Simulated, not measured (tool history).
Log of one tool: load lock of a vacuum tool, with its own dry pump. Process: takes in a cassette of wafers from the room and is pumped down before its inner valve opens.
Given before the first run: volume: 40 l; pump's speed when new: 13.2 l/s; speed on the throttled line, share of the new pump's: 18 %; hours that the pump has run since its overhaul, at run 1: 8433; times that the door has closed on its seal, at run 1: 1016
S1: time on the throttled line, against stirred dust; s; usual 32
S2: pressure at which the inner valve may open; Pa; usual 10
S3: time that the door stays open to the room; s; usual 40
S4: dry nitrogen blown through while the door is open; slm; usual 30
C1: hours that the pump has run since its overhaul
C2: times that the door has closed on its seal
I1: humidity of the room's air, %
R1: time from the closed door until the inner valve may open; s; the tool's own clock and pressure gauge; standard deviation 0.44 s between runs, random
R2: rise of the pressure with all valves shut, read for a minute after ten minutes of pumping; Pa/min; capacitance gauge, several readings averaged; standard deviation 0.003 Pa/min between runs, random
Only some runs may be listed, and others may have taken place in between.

{"run": 1, "day": 0.0, "S1": 32, "S2": 10, "S3": 40, "S4": 30, "C1": 8433, "C2": 1016, "I1": 43.1, "R1": 57.3, "R2": 0.03}
{"run": 2, "day": 7.525, "S1": 32, "S2": 10, "S3": 109, "S4": 30, "C1": 8613, "C2": 1591, "I1": 46.9, "R1": 56.7, "R2": 0.067}
{"run": 3, "day": 14.146, "S1": 32, "S2": 10, "S3": 40, "S4": 30, "C1": 8772, "C2": 2098, "I1": 49.9, "R1": 56.7, "R2": 0.037}
{"run": 4, "day": 23.708, "S1": 34, "S2": 10, "S3": 40, "S4": 30, "C1": 9002, "C2": 2830, "I1": 45.4, "R1": 58.5, "R2": 0.032}
{"run": 5, "day": 34.012, "S1": 34, "S2": 10, "S3": 40, "S4": 30, "C1": 9249, "C2": 3619, "I1": 46.7, "R1": 57.7, "R2": 0.036}
{"run": 6, "day": 39.208, "S1": 34, "S2": 10, "S3": 40, "S4": 30, "C1": 9374, "C2": 4017, "I1": 49.2, "R1": 59.2, "R2": 0.036}
{"run": 7, "day": 45.904, "S1": 32, "S2": 10, "S3": 144, "S4": 30, "C1": 9534, "C2": 4530, "I1": 45.2, "R1": 56.5, "R2": 0.068}
{"run": 8, "day": 50.612, "S1": 32, "S2": 10, "S3": 144, "S4": 30, "C1": 9647, "C2": 4890, "I1": 44.1, "R1": 56.8, "R2": 0.073}
{"run": 9, "day": 58.729, "S1": 32, "S2": 10, "S3": 144, "S4": 30, "C1": 9842, "C2": 5511, "I1": 39.6, "R1": 57.8, "R2": 0.068}
{"run": 10, "day": 65.412, "S1": 32, "S2": 10, "S3": 40, "S4": 30, "C1": 10003, "C2": 6023, "I1": 42.3, "R1": 57.6, "R2": 0.042}
{"run": 11, "day": 71.762, "S1": 32, "S2": 13, "S3": 40, "S4": 30, "C1": 10155, "C2": 6509, "I1": 41.2, "R1": 56.7, "R2": 0.04}
{"run": 12, "day": 78.408, "S1": 32, "S2": 13, "S3": 40, "S4": 30, "C1": 10314, "C2": 7018, "I1": 47.9, "R1": 57.2, "R2": 0.045}
{"run": 13, "day": 83.779, "S1": 32, "S2": 13, "S3": 40, "S4": 30, "C1": 10443, "C2": 7429, "I1": 44.2, "R1": 56.6, "R2": 0.047}
{"run": 14, "day": 94.417, "S1": 32, "S2": 10, "S3": 40, "S4": 30, "C1": 10699, "C2": 8243, "I1": 46.8, "R1": 58.4, "R2": 0.046}
{"run": 15, "day": 102.492, "S1": 32, "S2": 10, "S3": 40, "S4": 30, "C1": 10892, "C2": 8861, "I1": 43.9, "R1": 57, "R2": 0.052}
{"run": 16, "day": 106.942, "S1": 32, "S2": 10, "S3": 40, "S4": 30, "C1": 10999, "C2": 9202, "I1": 48.8, "R1": 57.8, "R2": 0.058}
{"run": 17, "day": 116.512, "S1": 32, "S2": 10, "S3": 40, "S4": 30, "C1": 11229, "C2": 9934, "I1": 47.5, "R1": 57.9, "R2": 0.058}
{"run": 18, "day": 121.762, "S1": 32, "S2": 10, "S3": 40, "S4": 30, "C1": 11355, "C2": 10336, "I1": 43.6, "R1": 57.5, "R2": 0.054}
{"run": 19, "day": 131.917, "S1": 18, "S2": 10, "S3": 40, "S4": 30, "C1": 11599, "C2": 11114, "I1": 43.7, "R1": 46.4, "R2": 0.057}
{"run": 20, "day": 137.742, "S1": 18, "S2": 10, "S3": 40, "S4": 30, "C1": 11738, "C2": 11560, "I1": 42.9, "R1": 46.9, "R2": 0.062}
{"run": 21, "day": 148.4, "S1": 18, "S2": 10, "S3": 40, "S4": 30, "C1": 11994, "C2": 12375, "I1": 45.9, "R1": 46.3, "R2": 0.066}
{"run": 22, "day": 153.967, "S1": 32, "S2": 14, "S3": 52, "S4": 30, "C1": 12128, "C2": 12802, "I1": 45.9, "R1": 57, "R2": 0.072}
{"run": 23, "day": 163.4, "S1": 53, "S2": 7, "S3": 52, "S4": 30, "C1": 12354, "C2": 13524, "I1": 43.3, "R1": 76.1, "R2": 0.07}
{"run": 24, "day": 173.817, "S1": 31, "S2": 13, "S3": 144, "S4": 10, "C1": 12604, "C2": 14321, "I1": 46.1, "R1": 56.5, "R2": 0.132}
{"run": 25, "day": 179.817, "S1": 32, "S2": 17, "S3": 40, "S4": 6, "C1": 12748, "C2": 14781, "I1": 46.6, "R1": 56.6, "R2": 0.086}
{"run": 26, "day": 189.35, "S1": 32, "S2": 17, "S3": 40, "S4": 6, "C1": 12977, "C2": 15510, "I1": 46.2, "R1": 56.6, "R2": 0.095}
{"run": 27, "day": 199.279, "S1": 32, "S2": 12, "S3": 34, "S4": 31, "C1": 13215, "C2": 16270, "I1": 46, "R1": 58.1, "R2": 0.077}
{"run": 28, "day": 205.475, "S1": 24, "S2": 12, "S3": 43, "S4": 27, "C1": 13364, "C2": 16745, "I1": 44, "R1": 51.2, "R2": 0.085}
{"run": 29, "day": 215.625, "S1": 24, "S2": 12, "S3": 27, "S4": 9, "C1": 13608, "C2": 17522, "I1": 41.3, "R1": 51.7, "R2": 0.095}
{"run": 30, "day": 220.871, "S1": 32, "S2": 10, "S3": 40, "S4": 14, "C1": 13733, "C2": 17923, "I1": 47.6, "R1": 58.9, "R2": 0.107}
{"run": 31, "day": 230.162, "S1": 28, "S2": 17, "S3": 225, "S4": 34, "C1": 13956, "C2": 18635, "I1": 47, "R1": 54.1, "R2": 0.143}
{"run": 32, "day": 239.083, "S1": 31, "S2": 10, "S3": 40, "S4": 41, "C1": 14171, "C2": 19318, "I1": 45.5, "R1": 58, "R2": 0.093}
{"run": 33, "day": 248.604, "S1": 49, "S2": 10, "S3": 40, "S4": 4, "C1": 14399, "C2": 20046, "I1": 46.2, "R1": 72.4, "R2": 0.117}
{"run": 34, "day": 255.242, "S1": 20, "S2": 10, "S3": 170, "S4": 30, "C1": 14558, "C2": 20554, "I1": 45.5, "R1": 50.4, "R2": 0.153}
{"run": 35, "day": 261.554, "S1": 20, "S2": 10, "S3": 170, "S4": 30, "C1": 14710, "C2": 21038, "I1": 46.1, "R1": 49.2, "R2": 0.153}
{"run": 36, "day": 269.646, "S1": 20, "S2": 10, "S3": 170, "S4": 30, "C1": 14904, "C2": 21657, "I1": 43.2, "R1": 50.1, "R2": 0.157}

What if the next run were any one of these 4? Each begins from the tool's condition after run 36:
{"run": "A", "day": 276.942, "S1": 35, "S2": 14, "S3": 112, "S4": 30, "C1": 15079, "C2": 22215, "I1": 43.5, "R1": "?", "R2": "?"}
{"run": "B", "day": 276.942, "S1": 54, "S2": 8, "S3": 170, "S4": 30, "C1": 15079, "C2": 22215, "I1": 45.4, "R1": "?", "R2": "?"}
{"run": "C", "day": 276.942, "S1": 20, "S2": 11, "S3": 78, "S4": 30, "C1": 15079, "C2": 22215, "I1": 46.7, "R1": "?", "R2": "?"}
{"run": "D", "day": 276.942, "S1": 20, "S2": 14, "S3": 170, "S4": 30, "C1": 15079, "C2": 22215, "I1": 43.4, "R1": "?", "R2": "?"}

run=A R1=59.7 R2=0.142
run=B R1=77.4 R2=0.162
run=C R1=49.1 R2=0.131
run=D R1=47.9 R2=0.158
With no hidden state in the tool, these same runs would have given:
run=A R1=55.2 R2=0.051
run=B R1=73.2 R2=0.071
run=C R1=43.8 R2=0.04
run=D R1=42.8 R2=0.067
